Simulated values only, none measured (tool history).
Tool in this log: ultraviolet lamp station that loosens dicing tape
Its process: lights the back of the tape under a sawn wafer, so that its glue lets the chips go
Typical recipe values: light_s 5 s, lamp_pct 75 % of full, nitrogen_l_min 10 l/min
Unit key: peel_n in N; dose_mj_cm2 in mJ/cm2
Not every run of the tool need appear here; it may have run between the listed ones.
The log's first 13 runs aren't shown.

{"run": 14, "hour": 379.3, "light_s": 4, "lamp_pct": 75, "nitrogen_l_min": 10, "peel_n": 2.196, "dose_mj_cm2": 131}
{"run": 15, "hour": 412.1, "light_s": 4, "lamp_pct": 75, "nitrogen_l_min": 10, "peel_n": 2.145, "dose_mj_cm2": 129}
{"run": 16, "hour": 432.8, "light_s": 10, "lamp_pct": 76, "nitrogen_l_min": 18, "peel_n": 0.229, "dose_mj_cm2": 322}
{"run": 17, "hour": 474.5, "light_s": 10, "lamp_pct": 76, "nitrogen_l_min": 18, "peel_n": 0.255, "dose_mj_cm2": 311}
{"run": 18, "hour": 496.1, "light_s": 10, "lamp_pct": 86, "nitrogen_l_min": 7, "peel_n": 0.329, "dose_mj_cm2": 361}
{"hour": 510.7, "done": "window cleaned of glue's vapour"}
{"run": 19, "hour": 533.1, "light_s": 10, "lamp_pct": 86, "nitrogen_l_min": 7, "peel_n": 0.277, "dose_mj_cm2": 395}
{"run": 20, "hour": 563.8, "light_s": 5, "lamp_pct": 83, "nitrogen_l_min": 10, "peel_n": 1.151, "dose_mj_cm2": 185}
{"run": 21, "hour": 584.7, "light_s": 5, "lamp_pct": 60, "nitrogen_l_min": 10, "peel_n": 2.073, "dose_mj_cm2": 136}
{"run": 22, "hour": 631.4, "light_s": 2, "lamp_pct": 75, "nitrogen_l_min": 10, "peel_n": 4.233, "dose_mj_cm2": 64}
{"run": 23, "hour": 662.7, "light_s": 2, "lamp_pct": 75, "nitrogen_l_min": 10, "peel_n": 4.441, "dose_mj_cm2": 63}
{"run": 24, "hour": 689.4, "light_s": 2, "lamp_pct": 79, "nitrogen_l_min": 11, "peel_n": 4.226, "dose_mj_cm2": 71}

Estimate the outcome of run 25 from the log above:
{"run": 25, "hour": 736.6, "light_s": 2, "lamp_pct": 79, "nitrogen_l_min": 11, "peel_n": "?", "dose_mj_cm2": "?"}

peel_n: 4.168 N
dose_mj_cm2: 68 mJ/cm2
If the tool had no hidden condition, the same run with the same run-to-run variation would have returned peel_n 3.308 N, dose_mj_cm2 88 mJ/cm2.
